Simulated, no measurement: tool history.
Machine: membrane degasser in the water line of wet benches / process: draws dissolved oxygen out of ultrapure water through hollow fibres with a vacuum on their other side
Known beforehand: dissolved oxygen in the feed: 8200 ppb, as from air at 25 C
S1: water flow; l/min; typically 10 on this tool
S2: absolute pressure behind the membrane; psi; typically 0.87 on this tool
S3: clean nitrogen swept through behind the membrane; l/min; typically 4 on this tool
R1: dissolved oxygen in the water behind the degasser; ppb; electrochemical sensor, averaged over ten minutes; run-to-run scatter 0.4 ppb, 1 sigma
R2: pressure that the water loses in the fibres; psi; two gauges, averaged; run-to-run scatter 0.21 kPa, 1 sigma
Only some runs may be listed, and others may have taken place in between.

| run | day | S1 | S2 | S3 | R1 | R2 |
|---|---|---|---|---|---|---|
| 1 | 0 | 10 | 0.87 | 4 | 26.3 | 7.198 |
| 2 | 2.517 | 10 | 0.87 | 4 | 26 | 7.184 |
| 3 | 7.629 | 10 | 0.87 | 4 | 25.7 | 7.211 |
| 4 | 11.212 | 10 | 0.87 | 4 | 25.8 | 7.22 |
| 5 | 14.238 | 10 | 0.87 | 5.42 | 21.1 | 7.152 |
| 6 | 18.404 | 10 | 0.87 | 5.42 | 21.6 | 7.21 |
| 7 | 21.967 | 10 | 0.87 | 4 | 26 | 7.213 |
| 8 | 25.483 | 7 | 0.87 | 4 | 15.4 | 5.02 |
| 9 | 29.638 | 7 | 0.87 | 4 | 14.8 | 5.046 |
| 10 | 35.321 | 7 | 0.87 | 4 | 15.3 | 5.071 |
| 11 | 38.95 | 7 | 0.87 | 4 | 15.2 | 5.014 |
| 12 | 42.629 | 10 | 0.87 | 9.38 | 15.9 | 7.239 |
|  | 44.425 | seals of the vacuum lines changed |
| 13 | 46.558 | 10 | 0.661 | 4 | 16.4 | 7.208 |
| 14 | 51.908 | 10 | 0.661 | 4 | 17.3 | 7.243 |
| 15 | 57.446 | 10 | 0.661 | 4 | 17.5 | 7.227 |
| 16 | 62.246 | 10 | 0.661 | 4 | 16.7 | 7.224 |
|  | 65.538 | vacuum gauge calibrated |
| 17 | 66.054 | 10 | 0.886 | 4 | 26.6 | 7.219 |
| 18 | 71.354 | 10 | 0.886 | 4 | 26.1 | 7.301 |
| 19 | 76.879 | 11 | 1.253 | 2.98 | 60.3 | 7.979 |
| 20 | 81.283 | 11 | 1.253 | 2.98 | 60.8 | 7.983 |
| 21 | 85.629 | 16 | 0.959 | 2.98 | 73 | 11.623 |
| 22 | 89.904 | 10 | 0.643 | 4 | 16.1 | 7.278 |
| 23 | 93.75 | 10 | 0.643 | 9.51 | 11.6 | 7.268 |
| 24 | 96.262 | 6 | 1.223 | 10.93 | 8.3 | 4.374 |
| 25 | 100.746 | 6 | 1.223 | 10.93 | 9.1 | 4.338 |
| 26 | 104.229 | 6 | 1.87 | 4 | 38.4 | 4.415 |
| 27 | 109.921 | 8 | 1.835 | 2.2 | 88.1 | 5.82 |
| 28 | 114.792 | 7 | 2.035 | 4 | 50 | 5.078 |
| 29 | 117.704 | 7 | 2.035 | 4 | 50.4 | 5.105 |
| 30 | 122.075 | 7 | 0.661 | 4 | 8.9 | 5.12 |
| 31 | 127.908 | 10 | 0.732 | 4 | 20.2 | 7.266 |
| 32 | 133.608 | 9 | 0.87 | 2.81 | 27.4 | 6.598 |

Predict each of these 3 candidate next runs independently; none follows another, all start after run 32:
| A | 136.858 | 8 | 0.638 | 3.95 | ? | ? |
| B | 136.858 | 10 | 1.759 | 4 | ? | ? |
| C | 136.858 | 8 | 0.825 | 4.72 | ? | ? |

| run | R1 | R2 |
|---|---|---|
| A | 10.3 | 5.873 |
| B | 63.9 | 7.298 |
| C | 14.8 | 5.835 |
Without the tool's unlogged condition, the same runs would have read:
| run | R1 | R2 |
|---|---|---|
| A | 10.2 | 5.759 |
| B | 63.7 | 7.156 |
| C | 14.7 | 5.72 |
